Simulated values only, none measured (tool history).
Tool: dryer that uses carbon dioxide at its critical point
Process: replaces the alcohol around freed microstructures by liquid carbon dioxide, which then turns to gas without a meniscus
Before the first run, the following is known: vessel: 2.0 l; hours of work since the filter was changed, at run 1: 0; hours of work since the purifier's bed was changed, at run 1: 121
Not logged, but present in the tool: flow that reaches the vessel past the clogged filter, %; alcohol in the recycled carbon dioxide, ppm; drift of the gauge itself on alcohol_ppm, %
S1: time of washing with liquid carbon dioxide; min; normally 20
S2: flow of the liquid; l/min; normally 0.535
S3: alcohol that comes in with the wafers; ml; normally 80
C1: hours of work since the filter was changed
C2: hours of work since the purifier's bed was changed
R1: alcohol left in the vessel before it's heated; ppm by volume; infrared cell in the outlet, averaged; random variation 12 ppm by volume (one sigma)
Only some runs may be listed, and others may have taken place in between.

| run | hour | S1 | S2 | S3 | C1 | C2 | R1 |
|---|---|---|---|---|---|---|---|
| 1 | 0.0 | 20 | 0.535 | 80 | 0 | 121 | 731 |
| 2 | 12.8 | 20 | 0.535 | 80 | 7 | 127 | 739 |
| 3 | 24.3 | 20 | 0.535 | 80 | 13 | 133 | 746 |
| 4 | 38.7 | 20 | 0.535 | 80 | 20 | 141 | 774 |
| 5 | 49.1 | 20 | 0.535 | 80 | 25 | 146 | 763 |
| 6 | 65.3 | 20 | 0.535 | 80 | 34 | 155 | 781 |
| 7 | 77.6 | 20 | 0.909 | 80 | 40 | 161 | 81 |
| 8 | 88.0 | 20 | 0.909 | 80 | 46 | 166 | 80 |
| 9 | 96.4 | 20 | 0.535 | 63 | 50 | 171 | 662 |
| 10 | 112.1 | 30 | 0.535 | 63 | 58 | 179 | 113 |
| 11 | 131.3 | 20 | 0.535 | 82 | 68 | 189 | 882 |
| 12 | 145.5 | 20 | 0.535 | 80 | 75 | 196 | 858 |
| 13 | 156.2 | 20 | 0.535 | 80 | 81 | 202 | 855 |
| 14 | 176.7 | 20 | 0.535 | 80 | 92 | 212 | 890 |
| 15 | 189.5 | 29 | 0.760 | 31 | 98 | 219 | 39 |
| 16 | 210.1 | 24 | 0.535 | 80 | 109 | 230 | 427 |
| 17 | 221.9 | 29 | 0.415 | 80 | 115 | 236 | 564 |
| 18 | 237.5 | 15 | 0.535 | 63 | 123 | 244 | 1857 |
| 19 | 255.6 | 28 | 0.900 | 36 | 133 | 253 | 42 |
| 20 | 266.1 | 13 | 0.365 | 88 | 138 | 259 | 8117 |
| 21 | 276.4 | 18 | 0.529 | 45 | 143 | 264 | 799 |
| 22 | 287.8 | 14 | 0.535 | 80 | 149 | 270 | 2923 |
| 23 | 298.2 | 16 | 0.535 | 44 | 155 | 275 | 1147 |
| 24 | 317.8 | 16 | 0.535 | 44 | 165 | 286 | 1141 |
| 25 | 338.0 | 16 | 0.823 | 39 | 175 | 296 | 264 |
| 26 | 355.1 | 27 | 0.374 | 27 | 184 | 305 | 446 |
| 27 | 366.3 | 18 | 0.863 | 23 | 190 | 311 | 118 |
| 28 | 384.5 | 18 | 0.863 | 23 | 199 | 320 | 111 |

4 options for the next run, each taken on its own from the tool as it stands now. Forecast them:
| A | 400.0 | 12 | 0.505 | 51 | 207 | 328 | ? |
| B | 400.0 | 28 | 0.863 | 55 | 207 | 328 | ? |
| C | 400.0 | 18 | 0.711 | 33 | 207 | 328 | ? |
| D | 400.0 | 17 | 0.418 | 102 | 207 | 328 | ? |

| run | R1 |
|---|---|
| A | 3212 |
| B | 61 |
| C | 266 |
| D | 4536 |
Take away the tool's hidden state, keep each run's random variation, and the runs would have read:
| run | R1 |
|---|---|
| A | 2559 |
| B | 3 |
| C | 138 |
| D | 3498 |
